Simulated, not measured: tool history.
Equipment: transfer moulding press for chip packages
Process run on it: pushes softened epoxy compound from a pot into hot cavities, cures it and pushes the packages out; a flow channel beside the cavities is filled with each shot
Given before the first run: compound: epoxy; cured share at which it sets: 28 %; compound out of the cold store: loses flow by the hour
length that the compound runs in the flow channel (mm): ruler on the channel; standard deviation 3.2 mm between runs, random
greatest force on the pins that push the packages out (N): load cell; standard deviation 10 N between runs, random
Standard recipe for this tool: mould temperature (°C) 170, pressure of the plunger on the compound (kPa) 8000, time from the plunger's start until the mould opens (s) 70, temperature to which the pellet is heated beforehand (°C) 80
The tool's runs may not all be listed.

run,hour,mould temperature (°C),pressure of the plunger on the compound (kPa),time from the plunger's start until the mould opens (s),temperature to which the pellet is heated beforehand (°C),incoming compound's hours out of the cold store,length that the compound runs in the flow channel (mm),greatest force on the pins that push the packages out (N)
1,0,170,8000,70,80,21.1,790,658
# hour 26: cavities cleaned with cleaning compound and waxed
2,31.4,165,8000,70,80,28,782,669
3,45.3,170,8000,70,80,29,754,630
# hour 72.2: cavities cleaned with cleaning compound and waxed
4,73.8,170,8000,70,80,12.3,808,481
5,93.3,170,8000,70,80,24.3,764,679
# hour 107.2: plunger's sealing rings changed
# hour 122.2: cavities cleaned with cleaning compound and waxed
6,124.9,170,8000,70,80,16.5,857,512
7,145.9,170,8000,80,80,10.2,873,636
8,161.1,170,8000,80,80,9,880,723
# hour 169.5: cavities cleaned with cleaning compound and waxed
9,187.8,170,8000,80,80,22.4,824,622
# hour 216: cavities cleaned with cleaning compound and waxed
10,221,170,7700,70,80,9.9,852,551
11,242.4,170,7700,70,80,14,836,676
# hour 263.7: cavities cleaned with cleaning compound and waxed
12,277.4,170,7700,70,80,25.1,791,609
13,297.2,170,6720,70,80,27.3,728,764
# hour 311.1: cavities cleaned with cleaning compound and waxed
14,326.7,170,6720,70,80,26.3,724,630
# hour 358.2: cavities cleaned with cleaning compound and waxed
15,359.1,170,7240,76,80,22.8,762,465
16,377,170,7240,76,80,8.9,802,608
17,396.2,170,8150,70,89,35.5,760,782
# hour 404.4: cavities cleaned with cleaning compound and waxed
18,418.4,170,8150,70,89,36.1,753,606
# hour 450.6: cavities cleaned with cleaning compound and waxed
19,450.6,173,8000,70,74,19.9,793,457
20,467.9,170,8000,70,76,11,823,629
21,485.1,170,8000,70,76,33.1,753,743
# hour 497.4: cavities cleaned with cleaning compound and waxed
22,519.8,167,7230,70,76,31.3,725,729
23,536,172,8180,70,77,18,792,770
# hour 545: cavities cleaned with cleaning compound and waxed
24,554.9,169,6640,70,80,10.8,748,602
25,577.2,168,6640,70,89,32.4,678,793
# hour 591.3: cavities cleaned with cleaning compound and waxed
# hour 606.7: plunger's sealing rings changed
26,608.3,168,6640,70,89,31.5,734,644
27,630.4,168,6640,70,89,28.9,743,805
# hour 641.4: cavities cleaned with cleaning compound and waxed
28,652.8,168,6640,70,89,34.4,725,605

Predict each of these 4 candidate next runs independently; none follows another, all start after run 28:
A,669.4,169,6780,70,80,34.4,?,?
B,669.4,164,6640,70,89,30.1,?,?
C,669.4,165,6640,70,89,46.5,?,?
D,669.4,166,8930,70,80,12.4,?,?

run,length that the compound runs in the flow channel (mm),greatest force on the pins that push the packages out (N)
A,727,730
B,750,891
C,695,840
D,927,858
Had the tool no hidden state, the same runs would have come out as:
run,length that the compound runs in the flow channel (mm),greatest force on the pins that push the packages out (N)
A,737,481
B,761,599
C,705,561
D,941,576
